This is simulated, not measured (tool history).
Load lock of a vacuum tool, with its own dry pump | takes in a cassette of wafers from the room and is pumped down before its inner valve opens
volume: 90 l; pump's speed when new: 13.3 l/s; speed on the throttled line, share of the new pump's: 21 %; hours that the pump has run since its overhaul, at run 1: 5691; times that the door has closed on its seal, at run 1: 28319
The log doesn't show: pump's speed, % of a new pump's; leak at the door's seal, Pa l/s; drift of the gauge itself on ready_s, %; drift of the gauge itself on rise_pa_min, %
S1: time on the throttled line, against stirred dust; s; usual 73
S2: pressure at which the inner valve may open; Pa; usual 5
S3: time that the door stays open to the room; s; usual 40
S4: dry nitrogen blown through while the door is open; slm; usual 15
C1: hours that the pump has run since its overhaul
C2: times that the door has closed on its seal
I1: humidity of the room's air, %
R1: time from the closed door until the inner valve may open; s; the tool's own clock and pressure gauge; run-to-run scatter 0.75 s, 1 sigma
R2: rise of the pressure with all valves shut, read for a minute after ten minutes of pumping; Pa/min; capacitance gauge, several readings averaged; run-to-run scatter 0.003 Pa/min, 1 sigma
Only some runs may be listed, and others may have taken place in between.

run 1 day=0 | S1=73 S2=5 S3=40 S4=15 | C1=5691 C2=28319 | I1=44.9 | R1=130.7 R2=0.079
run 2 day=9.575 | S1=73 S2=5 S3=87 S4=15 | C1=5921 C2=28998 | I1=45.6 | R1=133.2 R2=0.099
run 3 day=21.317 | S1=73 S2=5 S3=87 S4=15 | C1=6203 C2=29831 | I1=45.1 | R1=131.2 R2=0.106
run 4 day=28.338 | S1=73 S2=9 S3=40 S4=15 | C1=6371 C2=30328 | I1=44.9 | R1=127.6 R2=0.091
run 5 day=43.271 | S1=73 S2=9 S3=40 S4=15 | C1=6730 C2=31387 | I1=43 | R1=127.4 R2=0.079
run 6 day=50.225 | S1=73 S2=9 S3=40 S4=15 | C1=6897 C2=31880 | I1=44.5 | R1=127.2 R2=0.092
run 7 day=65.888 | S1=73 S2=5 S3=40 S4=15 | C1=7273 C2=32991 | I1=41.1 | R1=133.4 R2=0.094
run 8 day=74.45 | S1=73 S2=5 S3=186 S4=15 | C1=7478 C2=33598 | I1=47.8 | R1=133.7 R2=0.15
run 9 day=81.475 | S1=73 S2=5 S3=186 S4=15 | C1=7647 C2=34096 | I1=44.1 | R1=133.8 R2=0.145
run 10 day=91.221 | S1=73 S2=5 S3=186 S4=15 | C1=7881 C2=34787 | I1=43.8 | R1=134 R2=0.143
run 11 day=105.017 | S1=73 S2=5 S3=186 S4=15 | C1=8212 C2=35765 | I1=44.4 | R1=135.1 R2=0.151
run 12 day=119.55 | S1=73 S2=5 S3=148 S4=39 | C1=8561 C2=36796 | I1=43.7 | R1=135.9 R2=0.119
run 13 day=128.683 | S1=103 S2=8 S3=148 S4=39 | C1=8780 C2=37443 | I1=47.1 | R1=152.8 R2=0.124
run 14 day=137.179 | S1=103 S2=8 S3=148 S4=39 | C1=8984 C2=38046 | I1=44.7 | R1=153.3 R2=0.123
run 15 day=146.046 | S1=85 S2=4 S3=40 S4=7 | C1=9196 C2=38675 | I1=45.2 | R1=146.7 R2=0.121
run 16 day=153.996 | S1=50 S2=7 S3=40 S4=10 | C1=9387 C2=39238 | I1=44.8 | R1=115.7 R2=0.118
run 17 day=167.446 | S1=39 S2=4 S3=153 S4=26 | C1=9710 C2=40192 | I1=46 | R1=112.3 R2=0.144
-- day=172.854 dry pump taken out, an overhauled one fitted
run 18 day=176.588 | S1=73 S2=9 S3=40 S4=15 | C1=90 C2=40822 | I1=46.2 | R1=121.4 R2=0.116
run 19 day=184.296 | S1=36 S2=6 S3=32 S4=10 | C1=275 C2=41369 | I1=48.5 | R1=95.6 R2=0.123
run 20 day=191.067 | S1=36 S2=6 S3=32 S4=10 | C1=437 C2=41849 | I1=46.8 | R1=95.8 R2=0.122

Each row is a separate what-if for the run after 20, all from the same tool condition, not one after another. Results?
run A day=205.058 | S1=60 S2=5 S3=40 S4=15 | C1=773 C2=42841 | I1=48.2 | R1=? R2=?
run B day=205.058 | S1=73 S2=5 S3=101 S4=31 | C1=773 C2=42841 | I1=46 | R1=? R2=?
run C day=205.058 | S1=37 S2=10 S3=32 S4=9 | C1=773 C2=42841 | I1=45.1 | R1=? R2=?
run D day=205.058 | S1=50 S2=9 S3=70 S4=15 | C1=773 C2=42841 | I1=48 | R1=? R2=?

run=A R1=115.7 R2=0.13
run=B R1=126.6 R2=0.129
run=C R1=92.9 R2=0.128
run=D R1=104.4 R2=0.14
Had the tool no hidden state, the same runs would have come out as:
run=A R1=114.8 R2=0.04
run=B R1=125.8 R2=0.04
run=C R1=92.1 R2=0.039
run=D R1=103.6 R2=0.052
